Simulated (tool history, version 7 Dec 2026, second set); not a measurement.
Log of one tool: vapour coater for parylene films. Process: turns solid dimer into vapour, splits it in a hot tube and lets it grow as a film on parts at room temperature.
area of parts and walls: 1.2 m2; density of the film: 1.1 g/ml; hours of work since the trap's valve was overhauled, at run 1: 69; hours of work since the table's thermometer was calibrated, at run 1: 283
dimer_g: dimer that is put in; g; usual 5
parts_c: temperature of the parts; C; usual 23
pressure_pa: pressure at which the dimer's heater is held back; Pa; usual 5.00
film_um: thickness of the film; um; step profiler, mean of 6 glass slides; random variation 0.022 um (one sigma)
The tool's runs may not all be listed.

run,hour,dimer_g,parts_c,pressure_pa,hours of work since the trap's valve was overhauled,hours of work since the table's thermometer was calibrated,film_um
1,0.0,5,23,5.00,69,283,1.73
2,21.7,5,23,5.00,80,293,1.73
3,35.6,5,29,5.00,87,300,1.32
4,47.5,5,29,5.00,92,306,1.26
5,61.1,5,29,5.00,99,312,1.29
6,72.5,5,29,5.00,104,318,1.30
7,93.7,5,29,5.00,115,328,1.30
# hour 95.8: table's thermometer calibrated
8,111.7,5,23,5.00,123,8,1.72
9,127.6,5,23,5.00,131,15,1.72
10,137.5,3,23,5.00,135,20,1.05
# hour 148.6: table's thermometer calibrated, once more
11,157.4,5,23,5.05,145,4,1.71
12,181.1,5,23,5.05,156,16,1.69
13,197.2,6,31,5.00,164,24,1.37
14,210.7,6,31,5.00,170,30,1.35
15,223.1,6,31,5.00,176,36,1.32
16,241.3,6,31,5.00,185,45,1.32
17,256.9,6,31,5.00,193,52,1.33
18,281.3,4,27,3.56,205,64,1.15
19,295.2,4,27,3.56,211,71,1.08

The next listed run, before its measurement:
20,313.1,5,32,2.71,220,80,?

film_um: 1.10 um
Without the tool's hidden state the same run would have given film_um 1.20 um.
